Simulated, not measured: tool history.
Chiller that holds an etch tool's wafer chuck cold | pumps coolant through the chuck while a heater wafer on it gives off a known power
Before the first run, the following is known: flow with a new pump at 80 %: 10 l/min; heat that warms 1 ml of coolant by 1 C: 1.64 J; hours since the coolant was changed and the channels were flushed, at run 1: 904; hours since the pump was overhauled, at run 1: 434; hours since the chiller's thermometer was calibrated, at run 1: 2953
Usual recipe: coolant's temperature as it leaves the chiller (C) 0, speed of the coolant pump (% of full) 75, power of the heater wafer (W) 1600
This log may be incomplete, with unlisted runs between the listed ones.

run	day	coolant's temperature as it leaves the chiller (C)	speed of the coolant pump (% of full)	power of the heater wafer (W)	hours since the coolant was changed and the channels were flushed	hours since the pump was overhauled	hours since the chiller's thermometer was calibrated	chuck's temperature once it has settled (C)	how much warmer the coolant comes back (C)
1	0	0	75	1600	904	434	2953	14.8	6.28
2	4.708	0	75	1600	1017	547	3066	14.9	6.19
3	9.854	0	75	1523	1141	671	3190	14.2	5.91
4	14.371	0	75	1600	1249	779	3298	14.9	6.22
5	20.004	0	75	1600	1384	914	3433	14.9	6.25
6	26.421	0	75	1600	1538	1068	3587	15.1	6.22
7	31.5	-3	75	1600	1660	1190	3709	11.9	6.32
8	37.238	-3	93	1600	1798	1328	3847	9.4	5.06
9	43.304	-3	62	1600	1943	1473	3992	14.3	7.54
10	49.5	-3	62	1046	2092	1622	4141	8.4	4.97
11	54.242	-3	62	1046	2206	1736	4255	8.3	4.95
12	59.229	0	90	1600	2326	1856	4375	13	5.15
13	63.879	0	90	1600	2437	1967	4486	12.8	5.16
# day 67.354: chiller's thermometer calibrated
14	69.858	0	90	848	2580	2110	60	6.9	2.72
15	74.504	0	75	1600	2691	2221	172	14.8	6.26
16	81.304	0	75	1214	2854	2384	335	11.3	4.77
17	89.608	9	65	801	3054	2584	534	17.6	3.63
18	93.667	9	81	801	3151	2681	631	15.9	2.91
19	102.508	9	81	801	3363	2893	844	16.3	2.89
# day 111.217: coolant changed, channels flushed
20	111.625	8	98	1338	10	3106	1057	18	3.94
21	115.675	8	98	1338	107	3203	1154	18	3.98
22	119.554	8	98	1338	200	3296	1247	18	3.94
23	127.629	2	98	1765	394	3490	1441	15.2	5.2
24	132.662	8	87	1100	515	3611	1561	17.2	3.65
25	137.367	2	61	1600	628	3724	1674	19.5	7.73
26	144.212	2	63	1600	792	3888	1839	19.2	7.47
27	151.054	6	63	1600	956	4052	2003	23	7.43
28	159.829	6	63	1600	1167	4263	2213	23	7.52
29	164.329	9	75	1383	1275	4371	2321	21.9	5.35
30	171.6	9	75	1383	1449	4546	2496	22	5.39
31	177.817	9	85	1383	1598	4695	2645	20.7	4.74

What differs in the tool's unlogged condition from the final listed run ahead of each entry between runs to the first listed run following it?
Runs 13 to 14: chiller's thermometer calibrated (day 67.354)
  coolant's true temperature over the reading, C: -0.01 -> 0
Runs 19 to 20: coolant changed, channels flushed (day 111.217)
  heat passed by the chuck's channels, % of clean ones': 99.9 -> 100
